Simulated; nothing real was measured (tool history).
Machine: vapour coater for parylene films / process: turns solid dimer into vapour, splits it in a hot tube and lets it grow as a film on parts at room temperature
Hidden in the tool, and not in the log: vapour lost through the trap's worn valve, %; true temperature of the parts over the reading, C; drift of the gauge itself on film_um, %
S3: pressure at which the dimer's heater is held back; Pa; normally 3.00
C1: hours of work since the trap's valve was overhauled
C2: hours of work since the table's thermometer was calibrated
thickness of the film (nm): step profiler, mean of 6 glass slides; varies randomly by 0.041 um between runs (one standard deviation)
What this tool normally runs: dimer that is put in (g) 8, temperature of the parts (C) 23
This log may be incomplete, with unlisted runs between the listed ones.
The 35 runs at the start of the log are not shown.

{"run": 36, "hour": 1391.8, "dimer that is put in (g)": 9, "temperature of the parts (C)": 17, "S3": 3.08, "C1": 370, "C2": 332, "thickness of the film (nm)": 6040}
{"hour": 1402.9, "done": "trap's valve overhauled"}
{"run": 37, "hour": 1449.7, "dimer that is put in (g)": 10, "temperature of the parts (C)": 30, "S3": 2.31, "C1": 38, "C2": 376, "thickness of the film (nm)": 4060}
{"run": 38, "hour": 1482.5, "dimer that is put in (g)": 9, "temperature of the parts (C)": 30, "S3": 2.94, "C1": 65, "C2": 402, "thickness of the film (nm)": 3520}
{"run": 39, "hour": 1522.9, "dimer that is put in (g)": 9, "temperature of the parts (C)": 20, "S3": 2.94, "C1": 98, "C2": 435, "thickness of the film (nm)": 5560}
{"run": 40, "hour": 1565.4, "dimer that is put in (g)": 9, "temperature of the parts (C)": 20, "S3": 2.94, "C1": 132, "C2": 470, "thickness of the film (nm)": 5540}
{"run": 41, "hour": 1596.0, "dimer that is put in (g)": 11, "temperature of the parts (C)": 23, "S3": 2.8, "C1": 157, "C2": 495, "thickness of the film (nm)": 5890}
{"run": 42, "hour": 1628.2, "dimer that is put in (g)": 4, "temperature of the parts (C)": 16, "S3": 4.02, "C1": 183, "C2": 521, "thickness of the film (nm)": 2790}
{"run": 43, "hour": 1662.4, "dimer that is put in (g)": 4, "temperature of the parts (C)": 16, "S3": 4.02, "C1": 211, "C2": 549, "thickness of the film (nm)": 2830}

Run 44 has not been measured yet. What should we expect?
{"run": 44, "hour": 1719.2, "dimer that is put in (g)": 5, "temperature of the parts (C)": 29, "S3": 3.0, "C1": 257, "C2": 595, "thickness of the film (nm)": "?"}

thickness of the film (nm): 1990
The same run, on a tool lacking any hidden state, would have yielded thickness of the film (nm) 2120.

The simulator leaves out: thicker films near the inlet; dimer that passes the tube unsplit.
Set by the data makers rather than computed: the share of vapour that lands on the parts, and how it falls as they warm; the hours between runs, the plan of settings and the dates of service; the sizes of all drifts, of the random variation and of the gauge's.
